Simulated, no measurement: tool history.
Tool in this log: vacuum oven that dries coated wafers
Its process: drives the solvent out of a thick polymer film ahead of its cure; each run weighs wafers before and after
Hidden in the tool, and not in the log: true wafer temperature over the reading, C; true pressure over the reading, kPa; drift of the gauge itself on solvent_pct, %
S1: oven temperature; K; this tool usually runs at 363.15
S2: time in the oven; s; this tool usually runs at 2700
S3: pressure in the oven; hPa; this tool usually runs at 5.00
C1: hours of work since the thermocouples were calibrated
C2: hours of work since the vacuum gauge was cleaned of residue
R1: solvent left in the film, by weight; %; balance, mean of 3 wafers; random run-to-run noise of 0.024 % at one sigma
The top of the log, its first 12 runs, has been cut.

{"run": 13, "hour": 811.0, "S1": 363.15, "S2": 2460, "S3": 5.0, "C1": 468, "C2": 543, "R1": 1.08}
{"run": 14, "hour": 869.9, "S1": 363.15, "S2": 2460, "S3": 5.0, "C1": 503, "C2": 578, "R1": 1.07}
{"run": 15, "hour": 920.0, "S1": 363.15, "S2": 2460, "S3": 5.0, "C1": 532, "C2": 607, "R1": 1.12}
{"run": 16, "hour": 1009.4, "S1": 363.15, "S2": 2700, "S3": 5.0, "C1": 584, "C2": 660, "R1": 0.9}
{"run": 17, "hour": 1059.8, "S1": 363.15, "S2": 2700, "S3": 5.0, "C1": 614, "C2": 689, "R1": 0.92}
{"run": 18, "hour": 1149.1, "S1": 365.15, "S2": 2220, "S3": 5.0, "C1": 666, "C2": 742, "R1": 1.0}
{"run": 19, "hour": 1204.9, "S1": 365.15, "S2": 2220, "S3": 5.0, "C1": 699, "C2": 775, "R1": 1.03}
{"run": 20, "hour": 1262.0, "S1": 365.15, "S2": 1380, "S3": 4.94, "C1": 733, "C2": 808, "R1": 2.49}
{"hour": 1296.9, "done": "oven's thermocouples calibrated"}
{"run": 21, "hour": 1327.8, "S1": 349.15, "S2": 4380, "S3": 6.72, "C1": 18, "C2": 846, "R1": 2.83}
{"run": 22, "hour": 1376.8, "S1": 373.15, "S2": 3600, "S3": 5.0, "C1": 47, "C2": 874, "R1": 0.26}
{"run": 23, "hour": 1461.4, "S1": 363.15, "S2": 3600, "S3": 18.07, "C1": 96, "C2": 924, "R1": 1.48}
{"run": 24, "hour": 1519.5, "S1": 360.15, "S2": 4320, "S3": 8.73, "C1": 131, "C2": 958, "R1": 0.9}
{"run": 25, "hour": 1561.6, "S1": 355.15, "S2": 4860, "S3": 8.73, "C1": 155, "C2": 983, "R1": 1.33}
{"run": 26, "hour": 1598.6, "S1": 374.15, "S2": 2700, "S3": 13.49, "C1": 177, "C2": 1004, "R1": 0.66}
{"run": 27, "hour": 1680.0, "S1": 354.15, "S2": 4380, "S3": 14.86, "C1": 225, "C2": 1052, "R1": 2.29}

For run 28, what comes out?
{"hour": 1731.0, "done": "vacuum gauge cleaned of residue and calibrated"}
{"run": 28, "hour": 1762.1, "S1": 376.15, "S2": 1980, "S3": 5.0, "C1": 272, "C2": 18, "R1": "?"}

{"run 28": {"R1": 0.26}}
With the hidden condition absent and the run-to-run variation left alone, this run would have shown R1 0.26 %.
